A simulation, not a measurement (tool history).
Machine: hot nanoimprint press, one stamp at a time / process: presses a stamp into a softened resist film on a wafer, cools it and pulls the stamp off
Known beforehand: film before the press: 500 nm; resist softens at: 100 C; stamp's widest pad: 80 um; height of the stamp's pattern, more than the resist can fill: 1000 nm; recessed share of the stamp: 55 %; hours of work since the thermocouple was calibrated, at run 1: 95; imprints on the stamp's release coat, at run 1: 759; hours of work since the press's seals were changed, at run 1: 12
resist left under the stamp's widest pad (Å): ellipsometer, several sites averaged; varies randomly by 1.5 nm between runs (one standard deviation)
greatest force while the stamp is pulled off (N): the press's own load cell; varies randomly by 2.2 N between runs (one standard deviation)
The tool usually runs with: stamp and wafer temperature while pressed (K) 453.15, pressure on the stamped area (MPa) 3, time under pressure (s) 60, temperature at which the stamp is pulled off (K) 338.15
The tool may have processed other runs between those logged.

run,hour,stamp and wafer temperature while pressed (K),pressure on the stamped area (MPa),time under pressure (s),temperature at which the stamp is pulled off (K),hours of work since the thermocouple was calibrated,imprints on the stamp's release coat,hours of work since the press's seals were changed,resist left under the stamp's widest pad (Å),greatest force while the stamp is pulled off (N)
1,0,453.15,3,60,338.15,95,759,12,2374,117
# hour 11.2: stamp cleaned and given a new release coat
2,34,453.15,3,60,338.15,115,57,32,2397,98
3,70.2,453.15,3,60,338.15,141,147,58,2408,98
4,96.1,453.15,3,60,338.15,159,212,77,2406,100
5,130.4,453.15,3,60,338.15,184,298,101,2392,107
6,171,453.15,3,60,338.15,213,400,130,2400,106
7,202.9,453.15,3,60,338.15,236,480,153,2386,110
8,224,453.15,3,60,338.15,251,533,168,2434,110
# hour 238.1: plate thermocouple calibrated
9,260.6,453.15,3,60,338.15,16,617,192,2460,115
10,289.3,453.15,3,60,338.15,37,689,213,2441,113
# hour 328.7: stamp cleaned and given a new release coat
# hour 334.8: plate thermocouple calibrated, once more
11,335.5,453.15,3,60,338.15,0,10,240,2366,98
12,378.3,453.15,3,60,338.15,31,117,270,2409,98
13,406.8,446.15,3,60,338.15,52,188,291,3030,107
14,430,453.15,3,60,329.15,68,246,307,2424,129
15,470.8,453.15,3,60,329.15,97,349,337,2405,126
16,511,453.15,3,47,329.15,126,450,365,2588,131
17,529.2,453.15,3,47,329.15,139,495,378,2609,133
18,567.4,463.15,3,74,338.15,167,591,406,1584,115
19,606.4,463.15,3,74,346.15,194,689,434,1591,92
20,638.2,452.15,3.18,52,323.15,217,768,456,2584,159
# hour 646.9: stamp cleaned and given a new release coat
21,676.9,453.15,3,71,324.15,241,75,480,2316,136
# hour 703.6: plate thermocouple calibrated
22,719.6,445.15,3,71,328.15,11,175,508,2961,124
23,741.6,445.15,3,71,328.15,27,230,524,2963,121
24,778.5,445.15,4.6,33,328.15,54,322,550,3153,126
25,802.9,445.15,4.6,33,328.15,71,383,568,3124,126
26,835.4,457.15,3,48,343.15,94,465,591,2308,97
27,855,457.15,2.1,48,343.15,108,514,605,2668,95
28,889,456.15,2.44,69,338.15,133,599,630,2302,113
29,923.9,444.15,2.44,69,338.15,158,687,654,3345,112
30,953,463.15,2,51,340.15,179,760,675,2272,110

Below, some changes in resist left under the stamp's widest pad (Å) between adjacent runs. For each, the amount present without the hidden state too (settings, incoming material, random variation) and the amount remaining for the hidden state with gauge scatter not shared by both compared results:
What the log doesn't record here: true temperature over the reading, C; pressure that arrives at the usual setting, %; grip of the stamp's worn release coat, % over a new coat's; drift of the gauge itself on residual_nm, %; drift of the gauge itself on pull_off_n, %.
Run 10 -> 11: stamp cleaned and given a new release coat, plate thermocouple calibrated, once more. resist left under the stamp's widest pad (Å) -75: hidden state -57, all else -18.
Run 17 -> 18: stamp and wafer temperature while pressed (K) 453.15 -> 463.15, time under pressure (s) 47 -> 74, temperature at which the stamp is pulled off (K) 329.15 -> 338.15. resist left under the stamp's widest pad (Å) -1025: hidden state -16, all else -1009.
Run 21 -> 22: stamp and wafer temperature while pressed (K) 453.15 -> 445.15, temperature at which the stamp is pulled off (K) 324.15 -> 328.15, plate thermocouple calibrated. resist left under the stamp's widest pad (Å) +645: hidden state -41, all else +686.
Run 23 -> 24: pressure on the stamped area (MPa) 3 -> 4.6, time under pressure (s) 71 -> 33. resist left under the stamp's widest pad (Å) +190: hidden state +38, all else +152.
Run 28 -> 29: stamp and wafer temperature while pressed (K) 456.15 -> 444.15. resist left under the stamp's widest pad (Å) +1043: hidden state +14, all else +1029.
Run 29 -> 30: stamp and wafer temperature while pressed (K) 444.15 -> 463.15, pressure on the stamped area (MPa) 2.44 -> 2, time under pressure (s) 69 -> 51, temperature at which the stamp is pulled off (K) 338.15 -> 340.15. resist left under the stamp's widest pad (Å) -1073: hidden state -14, all else -1059.

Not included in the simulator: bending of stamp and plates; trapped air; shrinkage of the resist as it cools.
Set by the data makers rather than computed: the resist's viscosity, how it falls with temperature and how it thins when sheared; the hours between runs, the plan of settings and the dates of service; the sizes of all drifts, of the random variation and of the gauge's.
